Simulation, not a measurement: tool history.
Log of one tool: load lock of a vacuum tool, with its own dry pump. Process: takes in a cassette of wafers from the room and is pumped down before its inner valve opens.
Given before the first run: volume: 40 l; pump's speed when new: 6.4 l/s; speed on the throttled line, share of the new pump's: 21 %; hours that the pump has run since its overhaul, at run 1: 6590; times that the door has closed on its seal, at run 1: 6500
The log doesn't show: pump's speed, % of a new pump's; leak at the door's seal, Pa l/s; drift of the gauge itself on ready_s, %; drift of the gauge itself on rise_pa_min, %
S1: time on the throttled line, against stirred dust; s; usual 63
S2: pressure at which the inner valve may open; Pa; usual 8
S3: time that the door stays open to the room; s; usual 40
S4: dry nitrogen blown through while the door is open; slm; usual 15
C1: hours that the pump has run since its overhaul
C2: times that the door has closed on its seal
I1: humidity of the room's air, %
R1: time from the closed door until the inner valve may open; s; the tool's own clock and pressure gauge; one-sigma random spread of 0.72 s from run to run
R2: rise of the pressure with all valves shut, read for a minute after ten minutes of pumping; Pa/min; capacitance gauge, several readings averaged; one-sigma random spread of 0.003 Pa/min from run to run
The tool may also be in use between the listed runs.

run 1 day=0.000 | S1=63 S2=8 S3=40 S4=15 | C1=6590 C2=6500 | I1=40.1 | R1=115.4 R2=0.078
run 2 day=4.204 | S1=63 S2=8 S3=40 S4=15 | C1=6691 C2=6648 | I1=40.1 | R1=115.5 R2=0.075
run 3 day=8.458 | S1=63 S2=6 S3=40 S4=15 | C1=6793 C2=6798 | I1=48.2 | R1=116.4 R2=0.086
run 4 day=17.379 | S1=63 S2=6 S3=40 S4=15 | C1=7007 C2=7112 | I1=46.5 | R1=119.4 R2=0.087
run 5 day=22.442 | S1=63 S2=11 S3=40 S4=15 | C1=7129 C2=7291 | I1=45.4 | R1=112.8 R2=0.088
run 6 day=28.929 | S1=63 S2=11 S3=40 S4=15 | C1=7285 C2=7520 | I1=45.0 | R1=113.5 R2=0.089
run 7 day=34.300 | S1=63 S2=11 S3=40 S4=15 | C1=7414 C2=7709 | I1=41.2 | R1=114.5 R2=0.085
run 8 day=39.262 | S1=63 S2=11 S3=40 S4=15 | C1=7533 C2=7884 | I1=44.3 | R1=113.7 R2=0.089
run 9 day=46.388 | S1=63 S2=8 S3=40 S4=15 | C1=7704 C2=8135 | I1=44.3 | R1=115.3 R2=0.097
run 10 day=51.000 | S1=63 S2=8 S3=40 S4=15 | C1=7814 C2=8298 | I1=41.7 | R1=117.9 R2=0.092
run 11 day=57.508 | S1=63 S2=8 S3=40 S4=15 | C1=7971 C2=8527 | I1=42.9 | R1=117.1 R2=0.098
run 12 day=62.288 | S1=63 S2=8 S3=40 S4=15 | C1=8085 C2=8696 | I1=43.0 | R1=117.8 R2=0.097
run 13 day=68.233 | S1=107 S2=8 S3=95 S4=4 | C1=8228 C2=8906 | I1=44.3 | R1=147.9 R2=0.140
run 14 day=73.871 | S1=107 S2=8 S3=95 S4=4 | C1=8363 C2=9104 | I1=44.3 | R1=148.8 R2=0.144
run 15 day=78.475 | S1=107 S2=8 S3=62 S4=4 | C1=8474 C2=9267 | I1=43.7 | R1=151.1 R2=0.129
run 16 day=87.842 | S1=34 S2=8 S3=40 S4=15 | C1=8699 C2=9597 | I1=41.7 | R1=95.4 R2=0.105
run 17 day=96.225 | S1=64 S2=8 S3=146 S4=15 | C1=8900 C2=9893 | I1=45.8 | R1=117.9 R2=0.134
run 18 day=101.046 | S1=37 S2=7 S3=146 S4=5 | C1=9016 C2=10063 | I1=45.8 | R1=99.6 R2=0.170
run 19 day=108.512 | S1=37 S2=7 S3=146 S4=5 | C1=9195 C2=10326 | I1=45.0 | R1=100.1 R2=0.166
run 20 day=116.842 | S1=37 S2=14 S3=146 S4=5 | C1=9395 C2=10620 | I1=42.7 | R1=94.6 R2=0.168
run 21 day=123.379 | S1=37 S2=8 S3=40 S4=5 | C1=9552 C2=10850 | I1=43.6 | R1=98.7 R2=0.131
run 22 day=131.254 | S1=37 S2=8 S3=40 S4=5 | C1=9741 C2=11128 | I1=40.0 | R1=98.6 R2=0.133

Predict each of these 4 candidate next runs independently; none follows another, all start after run 22:
run A day=137.312 | S1=61 S2=15 S3=40 S4=29 | C1=9886 C2=11341 | I1=46.0 | R1=? R2=?
run B day=137.312 | S1=53 S2=7 S3=40 S4=15 | C1=9886 C2=11341 | I1=45.9 | R1=? R2=?
run C day=137.312 | S1=38 S2=8 S3=40 S4=6 | C1=9886 C2=11341 | I1=46.0 | R1=? R2=?
run D day=137.312 | S1=59 S2=12 S3=40 S4=15 | C1=9886 C2=11341 | I1=45.3 | R1=? R2=?

run=A R1=111.5 R2=0.117
run=B R1=112.5 R2=0.132
run=C R1=101.0 R2=0.139
run=D R1=112.7 R2=0.122
Without the tool's hidden state the same runs would have given:
run=A R1=102.8 R2=0.035
run=B R1=102.3 R2=0.052
run=C R1=90.1 R2=0.058
run=D R1=103.5 R2=0.041
